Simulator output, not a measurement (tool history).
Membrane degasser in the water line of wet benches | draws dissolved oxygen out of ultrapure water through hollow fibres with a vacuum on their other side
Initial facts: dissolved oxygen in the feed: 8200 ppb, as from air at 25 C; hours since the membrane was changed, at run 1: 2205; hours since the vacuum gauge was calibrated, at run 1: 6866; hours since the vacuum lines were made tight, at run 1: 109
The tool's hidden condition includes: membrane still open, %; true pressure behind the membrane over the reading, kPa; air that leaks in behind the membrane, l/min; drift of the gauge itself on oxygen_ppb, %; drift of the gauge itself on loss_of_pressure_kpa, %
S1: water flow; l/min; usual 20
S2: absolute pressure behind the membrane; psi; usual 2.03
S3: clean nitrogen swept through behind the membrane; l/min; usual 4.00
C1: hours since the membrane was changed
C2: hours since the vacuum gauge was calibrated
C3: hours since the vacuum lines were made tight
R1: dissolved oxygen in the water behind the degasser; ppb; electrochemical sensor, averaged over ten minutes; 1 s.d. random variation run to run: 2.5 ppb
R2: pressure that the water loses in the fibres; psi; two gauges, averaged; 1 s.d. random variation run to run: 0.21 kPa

Run 1, hour 0.0: usual settings; C1 2205; C2 6866; C3 109. Result: R1 260.5 ppb, R2 7.013 psi.
At hour 46.5: vacuum gauge calibrated.
Run 2, hour 53.6: usual settings but S2 1.81 psi; C1 2258; C2 7; C3 162. Result: R1 244.4 ppb, R2 6.981 psi.
Run 3, hour 97.7: usual settings; C1 2302; C2 51; C3 206. Result: R1 264.7 ppb, R2 7.060 psi.
Run 4, hour 136.1: usual settings; C1 2341; C2 90; C3 244. Result: R1 262.2 ppb, R2 6.978 psi.
Run 5, hour 191.1: usual settings; C1 2396; C2 145; C3 299. Result: R1 261.9 ppb, R2 6.966 psi.
Run 6, hour 238.5: usual settings but S2 4.63 psi; C1 2443; C2 192; C3 347. Result: R1 462.5 ppb, R2 7.039 psi.
Run 7, hour 286.7: usual settings but S2 4.63 psi; C1 2491; C2 240; C3 395. Result: R1 469.2 ppb, R2 7.073 psi.
Run 8, hour 326.0: usual settings but S2 4.63 psi; C1 2530; C2 279; C3 434. Result: R1 476.5 ppb, R2 7.071 psi.
Run 9, hour 385.1: usual settings but S2 4.63 psi; C1 2590; C2 339; C3 493. Result: R1 467.3 ppb, R2 6.995 psi.
At hour 435.1: vacuum gauge calibrated, once more.
Run 10, hour 440.0: usual settings but S3 4.40 l/min; C1 2644; C2 5; C3 548. Result: R1 247.7 ppb, R2 7.058 psi.
Run 11, hour 493.8: usual settings but S3 4.40 l/min; C1 2698; C2 59; C3 601. Result: R1 255.1 ppb, R2 7.089 psi.
Run 12, hour 564.2: usual settings but S3 4.40 l/min; C1 2768; C2 129; C3 672. Result: R1 248.2 ppb, R2 7.043 psi.
Run 13, hour 636.5: usual settings; C1 2840; C2 201; C3 744. Result: R1 264.3 ppb, R2 7.018 psi.
Run 14, hour 710.6: usual settings but S1 14 l/min, S2 2.52 psi, S3 5.02 l/min; C1 2915; C2 276; C3 818. Result: R1 129.9 ppb, R2 4.954 psi.
Run 15, hour 764.4: usual settings but S3 8.88 l/min; C1 2968; C2 329; C3 872. Result: R1 190.8 ppb, R2 7.068 psi.
Run 16, hour 837.6: usual settings but S1 28 l/min, S2 1.23 psi, S3 4.73 l/min; C1 3042; C2 403; C3 945. Result: R1 436.3 ppb, R2 9.823 psi.
Run 17, hour 875.5: usual settings but S1 28 l/min, S2 1.23 psi, S3 4.73 l/min; C1 3079; C2 440; C3 983. Result: R1 430.0 ppb, R2 9.886 psi.
Run 18, hour 917.0: usual settings but S1 29 l/min, S2 1.23 psi, S3 3.74 l/min; C1 3121; C2 482; C3 1025. Result: R1 478.5 ppb, R2 10.195 psi.
Run 19, hour 956.3: usual settings but S1 13 l/min; C1 3160; C2 521; C3 1064. Result: R1 111.0 ppb, R2 4.646 psi.
Run 20, hour 1009.2: usual settings but S1 13 l/min, S2 1.70 psi, S3 1.86 l/min; C1 3213; C2 574; C3 1117. Result: R1 165.1 ppb, R2 4.593 psi.
Run 21, hour 1084.3: usual settings but S1 17 l/min; C1 3288; C2 649; C3 1192. Result: R1 189.2 ppb, R2 6.007 psi.
Run 22, hour 1123.8: usual settings but S3 1.92 l/min; C1 3328; C2 689; C3 1232. Result: R1 393.2 ppb, R2 7.071 psi.
Run 23, hour 1154.8: usual settings but S1 17 l/min, S2 3.67 psi, S3 9.45 l/min; C1 3359; C2 720; C3 1263. Result: R1 174.7 ppb, R2 6.042 psi.
Run 24, hour 1213.1: usual settings but S1 19 l/min, S2 2.13 psi, S3 8.77 l/min; C1 3417; C2 778; C3 1321. Result: R1 176.8 ppb, R2 6.737 psi.
Run 25, hour 1267.0: usual settings but S1 19 l/min, S2 2.13 psi, S3 8.77 l/min; C1 3471; C2 832; C3 1375. Result: R1 175.3 ppb, R2 6.736 psi.

Hidden condition of the tool, last listed run before each entry between runs versus first listed run after:
From run 1 to run 2: vacuum gauge calibrated (hour 46.5)
  membrane still open, %: 98.4 -> 98.3; true pressure behind the membrane over the reading, kPa: 0.34 -> 0.41; air that leaks in behind the membrane, l/min: 0.0042 -> 0.0043
  the result without the hidden state subtracted from the measured one, R1: +12.7 -> +13.8 ppb; R2: +0.115 -> +0.117 psi
From run 9 to run 10: vacuum gauge calibrated, once more (hour 435.1)
  membrane still open, %: 98.1 -> 98; true pressure behind the membrane over the reading, kPa: 0.42 -> 0.02; air that leaks in behind the membrane, l/min: 0.005 -> 0.0052
  the result without the hidden state subtracted from the measured one, R1: +15.7 -> +10.9 ppb; R2: +0.135 -> +0.138 psi
